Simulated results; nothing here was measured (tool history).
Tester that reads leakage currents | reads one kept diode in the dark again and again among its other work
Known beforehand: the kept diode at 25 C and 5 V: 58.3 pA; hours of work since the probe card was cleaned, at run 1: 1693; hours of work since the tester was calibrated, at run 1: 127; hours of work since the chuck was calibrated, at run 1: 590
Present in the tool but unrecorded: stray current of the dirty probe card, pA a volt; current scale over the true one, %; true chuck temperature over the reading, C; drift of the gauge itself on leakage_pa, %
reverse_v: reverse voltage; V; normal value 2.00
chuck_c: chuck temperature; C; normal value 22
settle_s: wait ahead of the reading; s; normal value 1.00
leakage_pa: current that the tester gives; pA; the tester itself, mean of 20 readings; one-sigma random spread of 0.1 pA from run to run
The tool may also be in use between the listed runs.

| run | hour | reverse_v | chuck_c | settle_s | hours of work since the probe card was cleaned | hours of work since the tester was calibrated | hours of work since the chuck was calibrated | leakage_pa |
|---|---|---|---|---|---|---|---|---|
| 1 | 0.0 | 2.00 | 22 | 1.00 | 1693 | 127 | 590 | 29.47 |
| 2 | 84.1 | 2.00 | 22 | 9.58 | 1756 | 189 | 653 | 28.72 |
| 3 | 162.3 | 2.00 | 22 | 9.58 | 1815 | 248 | 711 | 28.66 |
| 4 | 241.0 | 2.00 | 22 | 9.58 | 1873 | 307 | 770 | 28.80 |
| 5 | 363.2 | 2.00 | 22 | 1.00 | 1965 | 398 | 861 | 29.25 |
|  | 398.1 | chuck's temperature calibrated |
| 6 | 436.8 | 2.00 | 22 | 1.00 | 2018 | 451 | 29 | 29.30 |
| 7 | 566.3 | 2.00 | 22 | 1.00 | 2115 | 548 | 126 | 29.48 |
| 8 | 659.4 | 2.00 | 22 | 1.00 | 2185 | 618 | 195 | 29.14 |
| 9 | 715.2 | 1.26 | 22 | 1.00 | 2226 | 660 | 237 | 23.04 |
| 10 | 823.0 | 1.26 | 22 | 1.00 | 2307 | 740 | 318 | 23.07 |
| 11 | 946.2 | 2.00 | 22 | 0.62 | 2399 | 832 | 410 | 29.85 |
| 12 | 1057.5 | 2.00 | 22 | 0.62 | 2482 | 915 | 493 | 29.66 |
| 13 | 1161.6 | 2.00 | 22 | 1.00 | 2560 | 993 | 571 | 29.35 |
| 14 | 1240.6 | 2.00 | 22 | 1.00 | 2619 | 1052 | 630 | 29.56 |
|  | 1270.7 | probe card cleaned and baked |
| 15 | 1345.8 | 2.00 | 22 | 1.00 | 56 | 1129 | 706 | 29.55 |
| 16 | 1439.4 | 2.00 | 35 | 1.00 | 126 | 1199 | 776 | 76.23 |
| 17 | 1531.3 | 2.00 | 35 | 1.00 | 195 | 1267 | 845 | 76.87 |
|  | 1590.0 | chuck's temperature calibrated |
| 18 | 1613.2 | 11.97 | 22 | 1.00 | 254 | 1327 | 17 | 77.25 |
| 19 | 1698.6 | 11.97 | 22 | 1.00 | 318 | 1391 | 81 | 77.30 |
| 20 | 1788.1 | 2.00 | 26 | 1.00 | 385 | 1458 | 148 | 39.81 |
| 21 | 1886.9 | 2.00 | 49 | 3.03 | 459 | 1531 | 222 | 198.51 |
| 22 | 1971.9 | 7.59 | 54 | 7.63 | 523 | 1595 | 285 | 547.08 |
| 23 | 2055.7 | 2.00 | 59 | 1.00 | 585 | 1658 | 348 | 374.29 |
| 24 | 2123.7 | 2.00 | 59 | 1.00 | 636 | 1708 | 399 | 372.64 |
| 25 | 2259.3 | 2.00 | 59 | 1.00 | 737 | 1810 | 500 | 374.06 |
| 26 | 2324.3 | 2.00 | 59 | 1.00 | 786 | 1858 | 549 | 372.26 |
| 27 | 2436.9 | 2.00 | 53 | 2.60 | 870 | 1942 | 633 | 257.58 |
| 28 | 2501.1 | 2.00 | 25 | 0.38 | 918 | 1990 | 681 | 38.07 |
| 29 | 2631.7 | 2.00 | 25 | 0.38 | 1016 | 2088 | 778 | 38.08 |
| 30 | 2733.8 | 2.23 | 22 | 1.00 | 1092 | 2164 | 855 | 31.34 |
|  | 2773.0 | chuck's temperature calibrated |
| 31 | 2806.2 | 8.47 | 22 | 1.00 | 1145 | 2217 | 25 | 64.17 |
| 32 | 2936.0 | 8.47 | 22 | 1.00 | 1242 | 2314 | 122 | 64.10 |
| 33 | 3013.0 | 8.47 | 22 | 1.00 | 1299 | 2371 | 179 | 64.10 |
| 34 | 3115.9 | 7.25 | 47 | 0.77 | 1376 | 2448 | 256 | 340.35 |
| 35 | 3172.8 | 7.25 | 23 | 4.63 | 1418 | 2491 | 299 | 61.44 |
| 36 | 3235.8 | 1.29 | 26 | 1.00 | 1466 | 2538 | 346 | 31.61 |
| 37 | 3357.1 | 2.90 | 30 | 1.91 | 1556 | 2629 | 437 | 64.33 |
| 38 | 3453.8 | 2.90 | 30 | 1.91 | 1628 | 2701 | 509 | 64.45 |
| 39 | 3508.6 | 2.90 | 30 | 1.91 | 1669 | 2742 | 550 | 64.60 |

Take each entry between the runs: how does the hidden state at the last listed run before it differ from the hidden state at the first listed run after it?
Logged between run 5 and run 6: chuck's temperature calibrated (hour 398.1)
  true chuck temperature over the reading, C: 0.01 -> 0
Logged between run 14 and run 15: probe card cleaned and baked (hour 1270.7)
  stray current of the dirty probe card, pA a volt: 0.031 -> 0.02
Logged between run 17 and run 18: chuck's temperature calibrated (hour 1590.0)
  true chuck temperature over the reading, C: 0.01 -> 0
Logged between run 30 and run 31: chuck's temperature calibrated (hour 2773.0)
  stray current of the dirty probe card, pA a volt: 0.024 -> 0.025; true chuck temperature over the reading, C: 0.01 -> 0

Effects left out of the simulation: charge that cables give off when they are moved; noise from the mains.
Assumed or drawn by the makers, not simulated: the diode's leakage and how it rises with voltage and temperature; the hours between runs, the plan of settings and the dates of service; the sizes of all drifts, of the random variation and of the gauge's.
